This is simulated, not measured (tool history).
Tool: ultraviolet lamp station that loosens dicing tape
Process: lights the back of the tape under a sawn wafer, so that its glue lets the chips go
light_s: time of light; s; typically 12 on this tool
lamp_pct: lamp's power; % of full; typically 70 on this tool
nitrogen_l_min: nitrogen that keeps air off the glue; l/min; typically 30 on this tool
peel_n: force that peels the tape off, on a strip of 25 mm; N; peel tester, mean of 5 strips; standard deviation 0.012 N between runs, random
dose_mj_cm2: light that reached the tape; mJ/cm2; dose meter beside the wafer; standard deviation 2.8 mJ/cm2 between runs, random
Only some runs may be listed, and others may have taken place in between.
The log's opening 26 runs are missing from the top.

run	hour	light_s	lamp_pct	nitrogen_l_min	peel_n	dose_mj_cm2
27	337.9	7	70	24	1.775	207
28	353.2	15	70	30	0.459	433
29	363.7	7	70	30	1.645	203
30	381.1	13	70	12	1.074	381
31	393.6	13	86	30	0.411	460
32	410.1	13	86	30	0.407	454
33	421.8	17	98	30	0.255	681
34	438.3	17	98	30	0.253	669
35	448.3	18	97	30	0.256	702
36	459.3	12	70	15	1.1	342
37	468.3	7	70	28	1.769	198
38	477.4	17	70	43	0.333	482
39	490.9	17	70	43	0.34	475
40	504.2	17	70	43	0.347	469
41	518.6	15	70	29	0.502	411
42	531.5	12	63	14	1.426	299
43	543.8	14	96	14	0.533	527

4 options for the next run, each taken on its own from the tool as it stands now. Forecast them:
A	560.5	16	88	11	?	?
B	560.5	14	96	13	?	?
C	560.5	23	79	30	?	?
D	560.5	14	99	17	?	?

run	peel_n	dose_mj_cm2
A	0.571	552
B	0.559	526
C	0.25	704
D	0.435	542
The same runs, with their run-to-run variation unchanged, on a tool lacking any hidden condition would have given:
run	peel_n	dose_mj_cm2
A	0.411	665
B	0.402	633
C	0.23	848
D	0.323	653
